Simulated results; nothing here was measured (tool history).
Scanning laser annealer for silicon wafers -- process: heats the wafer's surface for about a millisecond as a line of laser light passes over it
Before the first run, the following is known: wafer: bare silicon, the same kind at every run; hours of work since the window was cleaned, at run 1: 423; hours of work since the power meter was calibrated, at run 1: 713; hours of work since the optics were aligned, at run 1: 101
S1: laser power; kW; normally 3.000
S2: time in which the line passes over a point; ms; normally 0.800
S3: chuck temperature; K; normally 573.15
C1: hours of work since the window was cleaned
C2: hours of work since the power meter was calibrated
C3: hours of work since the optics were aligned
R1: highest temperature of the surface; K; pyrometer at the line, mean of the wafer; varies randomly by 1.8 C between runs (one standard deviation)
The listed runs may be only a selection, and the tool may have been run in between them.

run     day     S1     S2      S3   C1    C2   C3       R1
  1   0.000  3.000  0.800  573.15  423   713  101  1308.15
  2   0.975  3.000  0.800  573.15  440   730  117  1308.15
      1.533  -- window over the wafer cleaned
  3   1.846  3.000  0.800  573.15    5   743  131  1347.15
  4   2.583  3.000  0.800  573.15   18   756  143  1343.15
  5   3.608  3.000  0.800  602.15   35   773  161  1370.15
  6   4.654  3.000  0.800  602.15   53   791  178  1368.15
  7   5.258  2.633  0.800  573.15   63   801  189  1245.15
  8   6.046  2.633  0.800  573.15   77   815  202  1246.15
  9   6.521  2.633  0.800  573.15   85   823  210  1241.15
 10   7.146  2.633  0.800  573.15   96   834  221  1242.15
 11   8.038  3.257  0.800  573.15  111   849  236  1396.15
 12   8.675  3.000  0.800  573.15  122   860  247  1333.15
 13   9.567  3.000  0.595  573.15  137   875  262  1233.15
 14  10.067  3.000  0.612  573.15  145   883  271  1240.15
 15  11.133  3.000  0.612  573.15  164   902  289  1239.15
 16  12.033  3.000  0.800  605.15  179   917  304  1357.15
     12.283  -- optics aligned, line set to its width
 17  12.762  3.000  0.800  605.15  188   926    8  1357.15
 18  13.667  3.000  0.800  605.15  203   941   24  1353.15
 19  14.138  3.000  0.800  605.15  211   949   32  1352.15
 20  14.867  3.000  0.857  573.15  224   962   44  1346.15
 21  15.667  2.644  0.860  565.15  237   975   58  1240.15
 22  16.688  2.860  0.786  588.15  255   993   75  1287.15
 23  17.633  2.860  0.786  588.15  271  1009   91  1288.15
 24  18.175  2.860  0.786  588.15  280  1018  100  1285.15
     19.062  -- optics aligned, line set to its width, once more
 25  19.171  2.753  0.880  581.15  293  1031    2  1293.15
 26  20.021  3.231  0.880  601.15  308  1046   16  1435.15
 27  20.808  3.231  0.880  601.15  321  1059   30  1434.15
 28  21.892  2.734  0.666  551.15  340  1078   48  1169.15
 29  22.458  2.734  0.666  551.15  349  1087   58  1168.15
 30  23.100  2.837  0.914  605.15  360  1098   69  1345.15
 31  23.725  2.837  0.584  574.15  371  1109   79  1171.15
 32  24.667  2.837  0.584  574.15  387  1125   95  1174.15
 33  25.388  2.935  0.800  573.15  399  1137  108  1292.15
 34  25.829  3.254  0.935  593.15  407  1145  115  1444.15
 35  26.508  3.000  0.800  550.15  418  1156  127  1281.15
 36  27.571  3.000  0.960  573.15  437  1175  145  1365.15
 37  28.108  3.000  0.800  590.15  446  1184  154  1319.15
     28.271  -- window over the wafer cleaned
 38  28.867  3.000  0.800  590.15   10  1195  166  1359.15
 39  29.938  3.000  0.800  590.15   28  1213  184  1357.15
 40  30.642  3.039  0.693  570.15   40  1225  196  1297.15

Pick out some run-to-run changes in R1. Of each, how much would a tool without hidden state show as well, from the settings, what came in and chance, and how much is left for the hidden state and any gauge scatter not in both results compared?
Hidden state present: light that passes the window, % of a clean one's; laser's true power over the reading, %; width of the line over the set one, %; drift of the gauge itself on peak_c, C.
Run 2 -> 3: window over the wafer cleaned. R1 +39.00 K: hidden state +41.00, all else -2.00.
Run 27 -> 28: S1 3.231 -> 2.734, S2 0.880 -> 0.666, S3 601.15 -> 551.15. R1 -265.00 K: hidden state +10.00, all else -275.00.
Run 29 -> 30: S1 2.734 -> 2.837, S2 0.666 -> 0.914, S3 551.15 -> 605.15. R1 +177.00 K: hidden state -8.00, all else +185.00.
Run 30 -> 31: S2 0.914 -> 0.584, S3 605.15 -> 574.15. R1 -174.00 K: hidden state +7.00, all else -181.00.
Run 33 -> 34: S1 2.935 -> 3.254, S2 0.800 -> 0.935, S3 573.15 -> 593.15. R1 +152.00 K: hidden state -11.00, all else +163.00.
Run 37 -> 38: window over the wafer cleaned. R1 +40.00 K: hidden state +44.00, all else -4.00.

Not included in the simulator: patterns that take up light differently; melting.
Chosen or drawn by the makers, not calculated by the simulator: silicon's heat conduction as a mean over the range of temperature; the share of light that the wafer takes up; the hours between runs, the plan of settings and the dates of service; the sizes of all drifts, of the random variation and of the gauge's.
